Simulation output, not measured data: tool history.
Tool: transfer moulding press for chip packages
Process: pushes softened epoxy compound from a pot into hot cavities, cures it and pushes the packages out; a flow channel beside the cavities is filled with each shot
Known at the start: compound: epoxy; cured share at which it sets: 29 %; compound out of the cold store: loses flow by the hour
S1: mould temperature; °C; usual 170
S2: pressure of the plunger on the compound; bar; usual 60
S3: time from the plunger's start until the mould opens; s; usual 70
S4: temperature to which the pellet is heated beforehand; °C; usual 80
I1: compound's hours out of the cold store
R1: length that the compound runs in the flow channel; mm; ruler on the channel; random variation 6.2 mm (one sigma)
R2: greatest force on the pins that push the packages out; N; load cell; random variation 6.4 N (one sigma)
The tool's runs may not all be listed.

run	day	S1	S2	S3	S4	I1	R1	R2
1	0	170	60	70	80	26.4	686	296
# day 1.754: cavities cleaned with cleaning compound and waxed
2	3.429	170	60	70	80	22.4	695	383
# day 4.029: cavities cleaned with cleaning compound and waxed
# day 5.767: plunger's sealing rings changed
# day 6.458: cavities cleaned with cleaning compound and waxed
# day 7.046: mould's thermocouples calibrated
3	7.758	170	60	70	80	24.2	740	352
# day 8.867: cavities cleaned with cleaning compound and waxed
# day 10.896: cavities cleaned with cleaning compound and waxed
4	11	170	60	61	80	10.3	802	383
# day 13.117: cavities cleaned with cleaning compound and waxed
5	13.688	170	60	61	80	10.1	770	425
# day 15.279: cavities cleaned with cleaning compound and waxed
6	15.85	170	60	61	80	35.3	665	375
# day 17.542: cavities cleaned with cleaning compound and waxed
7	18.129	170	61.1	70	80	41.8	645	291
# day 19.883: cavities cleaned with cleaning compound and waxed
# day 22.017: cavities cleaned with cleaning compound and waxed
8	22.246	170	51.3	70	80	45.3	566	269
# day 24.158: plunger's sealing rings changed
# day 24.221: cavities cleaned with cleaning compound and waxed
9	24.612	170	51.3	70	83	38.3	634	270
# day 26.4: cavities cleaned with cleaning compound and waxed
10	26.529	170	51.3	70	83	44.6	607	252
# day 28.704: cavities cleaned with cleaning compound and waxed
11	29.492	170	51.3	70	83	13.5	711	335
# day 30.967: cavities cleaned with cleaning compound and waxed
12	32.717	170	51.3	70	83	14	690	371
# day 33.038: cavities cleaned with cleaning compound and waxed
# day 35.092: cavities cleaned with cleaning compound and waxed
13	36.388	164	51.3	70	83	39	600	478
# day 37.388: cavities cleaned with cleaning compound and waxed
14	38.317	175	47.7	103	76	29.6	590	244
# day 39.517: cavities cleaned with cleaning compound and waxed
# day 41.604: cavities cleaned with cleaning compound and waxed
15	41.604	175	47.7	103	76	41.2	548	190
# day 42.425: plunger's sealing rings changed
# day 43.712: cavities cleaned with cleaning compound and waxed
16	44.975	175	47.7	103	76	25.7	650	257
# day 45.725: cavities cleaned with cleaning compound and waxed
17	47.329	175	47.7	103	76	34.2	614	271
# day 47.733: cavities cleaned with cleaning compound and waxed
# day 49.9: cavities cleaned with cleaning compound and waxed
18	49.9	175	47.7	103	87	33.8	614	188
# day 52.2: cavities cleaned with cleaning compound and waxed
19	52.662	170	60	94	80	29.8	683	230
# day 53.512: mould's thermocouples calibrated
# day 54.283: cavities cleaned with cleaning compound and waxed
20	55.221	170	63.1	69	71	13.8	756	368
# day 56.383: cavities cleaned with cleaning compound and waxed
# day 58.396: cavities cleaned with cleaning compound and waxed
21	58.396	171	54.7	80	85	36	614	208
22	60.292	174	47.1	51	77	40	548	614
# day 60.683: plunger's sealing rings changed
# day 60.746: cavities cleaned with cleaning compound and waxed
# day 62.825: cavities cleaned with cleaning compound and waxed
23	62.825	174	47.1	51	77	45.5	581	390
# day 64.854: cavities cleaned with cleaning compound and waxed
24	65.367	162	48.8	58	74	34	628	752
# day 66.996: cavities cleaned with cleaning compound and waxed
# day 69.1: cavities cleaned with cleaning compound and waxed
25	69.425	170	50.5	93	80	12.7	699	217

Measured less the same run without the tool's hidden state. The same run-to-run variation is in both; the gauge's scatter may not be:
The hidden state here: true mould temperature over the reading, C; pressure that reaches the compound, % of what is set; grip of the stained cavities, % over clean ones'; drift of the gauge itself on flow_mm, %; drift of the gauge itself on push_out_n, %.
run	R1	R2
1	-52	+33
2	-68	+110
3	-10	+93
4	-23	+14
5	-34	+50
6	-37	+48
7	-47	+39
8	-57	+15
9	-4	+22
10	-10	+2
11	-24	+53
12	-35	+108
13	-44	+111
14	-51	+56
15	-60	+1
16	-11	+71
17	-17	+87
18	-27	+2
19	-42	+31
20	-56	+89
21	-58	+3
22	-58	+202
23	-8	-10
24	-18	+100
25	-37	+20
